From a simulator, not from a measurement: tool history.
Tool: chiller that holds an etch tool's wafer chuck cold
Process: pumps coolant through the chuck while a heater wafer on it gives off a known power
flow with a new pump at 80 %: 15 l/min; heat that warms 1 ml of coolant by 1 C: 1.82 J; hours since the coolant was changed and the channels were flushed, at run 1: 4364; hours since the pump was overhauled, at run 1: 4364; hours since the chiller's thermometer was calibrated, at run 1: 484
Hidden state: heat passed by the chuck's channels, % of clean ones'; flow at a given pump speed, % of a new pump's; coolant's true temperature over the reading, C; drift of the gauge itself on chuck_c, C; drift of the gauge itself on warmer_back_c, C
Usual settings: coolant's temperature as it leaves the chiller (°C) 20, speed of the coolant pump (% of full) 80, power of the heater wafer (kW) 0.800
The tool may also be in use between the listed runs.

| run | hour | coolant's temperature as it leaves the chiller (°C) | speed of the coolant pump (% of full) | power of the heater wafer (kW) | hours since the coolant was changed and the channels were flushed | hours since the pump was overhauled | hours since the chiller's thermometer was calibrated | chuck's temperature once it has settled (°C) | how much warmer the coolant comes back (C) |
|---|---|---|---|---|---|---|---|---|---|
| 1 | 0.0 | 20 | 80 | 0.800 | 4364 | 4364 | 484 | 27.3 | 1.80 |
| 2 | 70.2 | 20 | 80 | 0.800 | 4434 | 4434 | 554 | 27.2 | 1.74 |
| 3 | 210.3 | 20 | 80 | 0.800 | 4574 | 4574 | 694 | 27.3 | 1.85 |
| 4 | 344.3 | 18 | 80 | 0.800 | 4708 | 4708 | 828 | 25.2 | 1.81 |
| 5 | 476.4 | 20 | 80 | 0.800 | 4841 | 4841 | 960 | 27.4 | 1.82 |
| 6 | 575.9 | 20 | 80 | 0.800 | 4940 | 4940 | 1060 | 27.3 | 1.86 |
| 7 | 677.9 | 20 | 80 | 0.800 | 5042 | 5042 | 1162 | 27.3 | 1.84 |
| 8 | 789.1 | 20 | 80 | 0.800 | 5153 | 5153 | 1273 | 27.3 | 1.84 |
| 9 | 873.8 | 20 | 80 | 0.981 | 5238 | 5238 | 1357 | 29.1 | 2.26 |
| 10 | 955.5 | 20 | 80 | 0.981 | 5320 | 5320 | 1439 | 28.9 | 2.24 |
| 11 | 1025.6 | 20 | 80 | 0.981 | 5390 | 5390 | 1509 | 29.1 | 2.23 |
| 12 | 1156.4 | 20 | 80 | 0.981 | 5520 | 5520 | 1640 | 29.0 | 2.23 |
| 13 | 1299.8 | 20 | 80 | 0.800 | 5664 | 5664 | 1784 | 27.4 | 1.83 |
| 14 | 1447.5 | 20 | 80 | 0.800 | 5812 | 5812 | 1931 | 27.3 | 1.82 |
| 15 | 1556.4 | 20 | 80 | 0.800 | 5920 | 5920 | 2040 | 27.2 | 1.84 |
| 16 | 1658.9 | 20 | 80 | 0.800 | 6023 | 6023 | 2143 | 27.2 | 1.91 |
| 17 | 1767.9 | 11 | 90 | 0.803 | 6132 | 6132 | 2252 | 17.6 | 1.66 |
|  | 1913.4 | coolant changed, channels flushed |
| 18 | 1922.6 | 19 | 90 | 0.996 | 9 | 6281 | 2400 | 27.4 | 2.09 |
| 19 | 2027.4 | 20 | 89 | 0.800 | 114 | 6385 | 2505 | 26.7 | 1.71 |
| 20 | 2150.8 | 20 | 74 | 0.803 | 237 | 6509 | 2629 | 27.6 | 2.10 |
| 21 | 2257.3 | 26 | 80 | 0.594 | 344 | 6615 | 2735 | 31.4 | 1.43 |
| 22 | 2366.7 | 21 | 64 | 0.594 | 453 | 6725 | 2844 | 27.4 | 1.86 |
| 23 | 2524.1 | 21 | 87 | 0.686 | 611 | 6882 | 3002 | 26.8 | 1.58 |
| 24 | 2684.6 | 27 | 69 | 1.068 | 771 | 7043 | 3162 | 38.0 | 2.97 |
| 25 | 2834.0 | 26 | 100 | 0.654 | 921 | 7192 | 3312 | 31.0 | 1.32 |
| 26 | 2912.0 | 13 | 100 | 0.654 | 999 | 7270 | 3390 | 17.8 | 1.28 |
| 27 | 2995.6 | 17 | 63 | 0.800 | 1082 | 7354 | 3473 | 25.9 | 2.55 |
| 28 | 3140.1 | 15 | 80 | 0.800 | 1227 | 7498 | 3618 | 22.5 | 1.96 |
| 29 | 3215.7 | 12 | 80 | 0.800 | 1302 | 7574 | 3693 | 19.3 | 1.96 |
| 30 | 3332.1 | 17 | 80 | 1.139 | 1419 | 7690 | 3810 | 27.3 | 2.73 |
|  | 3381.4 | gauge calibrated |
| 31 | 3410.6 | 27 | 67 | 0.817 | 1497 | 7769 | 3888 | 35.7 | 2.29 |
|  | 3564.3 | chiller's thermometer calibrated |
| 32 | 3570.9 | 21 | 70 | 0.586 | 1656 | 7928 | 7 | 27.0 | 1.48 |

Entry by entry between the runs, the difference in hidden state between the last listed run before and the first listed run after:
Run 17 -> run 18: coolant changed, channels flushed (hour 1913.4)
  heat passed by the chuck's channels, % of clean ones': 99.6 -> 100; drift of the gauge itself on warmer_back_c, C: 0.13 -> 0.14
  what was measured, less what the result would be without the hidden state, how much warmer the coolant comes back (C): +0.13 -> +0.14
Run 30 -> run 31: gauge calibrated (hour 3381.4)
  drift of the gauge itself on warmer_back_c, C: 0.24 -> 0
  what was measured, less what the result would be without the hidden state, how much warmer the coolant comes back (C): +0.25 -> +0.01
Run 31 -> run 32: chiller's thermometer calibrated (hour 3564.3)
  coolant's true temperature over the reading, C: -0.01 -> 0; drift of the gauge itself on warmer_back_c, C: 0 -> 0.01
  what was measured, less what the result would be without the hidden state, how much warmer the coolant comes back (C): +0.01 -> +0.02
